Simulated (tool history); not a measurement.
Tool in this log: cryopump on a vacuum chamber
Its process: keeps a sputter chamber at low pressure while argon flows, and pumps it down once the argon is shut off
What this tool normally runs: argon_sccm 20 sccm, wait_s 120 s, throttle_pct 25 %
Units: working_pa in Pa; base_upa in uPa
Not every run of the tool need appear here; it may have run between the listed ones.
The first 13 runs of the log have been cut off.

run	day	argon_sccm	wait_s	throttle_pct	hours of work since the pump was warmed up and emptied	hours of work since the cold head was overhauled	hours of work since the chamber's fittings were tightened	working_pa	base_upa
14	8.492	20	120	35	539	539	828	0.0646	1.36
15	9.254	20	120	35	554	554	843	0.0644	1.44
16	10.029	20	120	25	569	569	858	0.0892	1.4
17	10.5	20	120	25	578	578	867	0.09	1.41
18	11.329	20	120	25	595	595	883	0.0895	1.44
19	11.879	20	120	25	605	605	894	0.0898	1.44
20	12.442	29	22	21	616	616	905	0.1536	3.89
21	12.8	34	23	23	623	623	912	0.1654	3.78
22	13.479	12	62	23	637	637	925	0.0589	1.96
23	14.021	14	224	16	647	647	936	0.0968	1.2
24	14.488	14	224	43	656	656	945	0.0378	1.27
25	15.217	14	224	43	671	671	959	0.0376	1.22
26	15.958	14	48	22	685	685	974	0.0709	2.29
27	16.538	14	48	22	696	696	985	0.0716	2.37
28	17.062	20	226	46	707	707	995	0.0505	1.27
29	17.504	20	226	46	715	715	1004	0.0505	1.27
30	18.308	20	226	46	731	731	1020	0.0505	1.35
31	19.158	20	48	22	748	748	1036	0.1016	2.37
32	19.633	20	48	22	757	757	1046	0.1024	2.39
33	20.479	20	48	22	774	774	1062	0.1025	2.42
34	20.867	29	23	25	781	781	1070	0.1314	3.91
35	21.425	20	103	25	792	792	1081	0.0898	1.69

3 options for the next run, each taken on its own from the tool as it stands now. Forecast them:
A	22.15	29	234	25	806	806	1095	?	?
B	22.15	31	103	25	806	806	1095	?	?
C	22.15	20	23	25	806	806	1095	?	?

run	working_pa	base_upa
A	0.1319	1.39
B	0.1406	1.7
C	0.0907	4.02
Stripped of hidden state, with their random variation kept, the same runs would have yielded:
run	working_pa	base_upa
A	0.1261	0.49
B	0.1344	0.8
C	0.0867	3.09
